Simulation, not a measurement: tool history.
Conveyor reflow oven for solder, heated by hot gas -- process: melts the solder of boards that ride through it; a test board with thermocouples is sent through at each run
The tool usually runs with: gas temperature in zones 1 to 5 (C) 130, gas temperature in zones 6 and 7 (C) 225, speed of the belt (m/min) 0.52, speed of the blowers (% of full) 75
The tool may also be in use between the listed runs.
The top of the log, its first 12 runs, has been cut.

| run | hour | gas temperature in zones 1 to 5 (C) | gas temperature in zones 6 and 7 (C) | speed of the belt (m/min) | speed of the blowers (% of full) | hours of work since the flux was cleaned out | hours of work since the belt drive was overhauled | hours of work since the thermocouples were changed | highest temperature of the board (C) | time above the solder's melting point (s) |
|---|---|---|---|---|---|---|---|---|---|---|
| 13 | 738.6 | 130 | 228 | 0.591 | 75 | 280 | 207 | 1138 | 207.5 | 48.3 |
| 14 | 795.6 | 130 | 228 | 0.591 | 75 | 306 | 233 | 1165 | 207.7 | 48.1 |
| 15 | 835.5 | 130 | 228 | 0.591 | 75 | 325 | 252 | 1183 | 207.8 | 48.3 |
|  | 902.7 | flux residue cleaned out of gas plates and filters |
| 16 | 922 | 130 | 228 | 0.52 | 75 | 9 | 289 | 1221 | 212 | 61.3 |
| 17 | 999.9 | 130 | 228 | 0.58 | 67 | 45 | 325 | 1256 | 207 | 48 |
| 18 | 1072.6 | 122 | 234 | 0.565 | 83 | 78 | 358 | 1290 | 214.8 | 55.8 |
| 19 | 1122.3 | 130 | 222 | 0.492 | 53 | 101 | 381 | 1313 | 204.8 | 54.6 |
| 20 | 1201.5 | 130 | 213 | 0.492 | 67 | 137 | 418 | 1349 | 199.3 | 47.4 |
| 21 | 1273.4 | 138 | 239 | 0.424 | 74 | 171 | 451 | 1382 | 228.6 | 97.2 |
| 22 | 1353.6 | 130 | 236 | 0.52 | 75 | 207 | 488 | 1419 | 219.2 | 68.3 |
|  | 1373.7 | thermocouples of zones 6 and 7 changed |
| 23 | 1393.6 | 130 | 234 | 0.52 | 75 | 225 | 505 | 9 | 217.8 | 66.8 |
| 24 | 1429.9 | 142 | 219 | 0.564 | 57 | 242 | 522 | 26 | 201.3 | 46 |
| 25 | 1496.4 | 118 | 234 | 0.564 | 75 | 272 | 553 | 56 | 212.6 | 52 |
| 26 | 1572.5 | 118 | 234 | 0.564 | 75 | 307 | 588 | 91 | 212.1 | 51.6 |
| 27 | 1641.1 | 118 | 234 | 0.564 | 75 | 339 | 619 | 123 | 212.1 | 51.8 |
|  | 1678.8 | flux residue cleaned out of gas plates and filters |
| 28 | 1694.3 | 130 | 225 | 0.52 | 50 | 7 | 641 | 145 | 204.5 | 50.6 |
| 29 | 1728.5 | 130 | 225 | 0.52 | 50 | 23 | 657 | 161 | 204.8 | 50.5 |
| 30 | 1798.4 | 130 | 225 | 0.52 | 50 | 55 | 689 | 193 | 204.4 | 50.5 |
| 31 | 1841.5 | 130 | 225 | 0.52 | 50 | 75 | 709 | 213 | 204.3 | 50.5 |

3 ways to go on from here, each from the tool as it stands after run 31. What would each give?
| A | 1910.6 | 130 | 214 | 0.52 | 71 | 107 | 741 | 245 | ? | ? |
| B | 1910.6 | 125 | 236 | 0.52 | 57 | 107 | 741 | 245 | ? | ? |
| C | 1910.6 | 130 | 225 | 0.52 | 70 | 107 | 741 | 245 | ? | ? |

| run | highest temperature of the board (C) | time above the solder's melting point (s) |
|---|---|---|
| A | 199.4 | 44.4 |
| B | 214.8 | 60.8 |
| C | 208.8 | 57.1 |
What these runs would have given with no unlogged condition in the tool:
| run | highest temperature of the board (C) | time above the solder's melting point (s) |
|---|---|---|
| A | 199.4 | 44.4 |
| B | 214.8 | 60.8 |
| C | 208.8 | 57.1 |
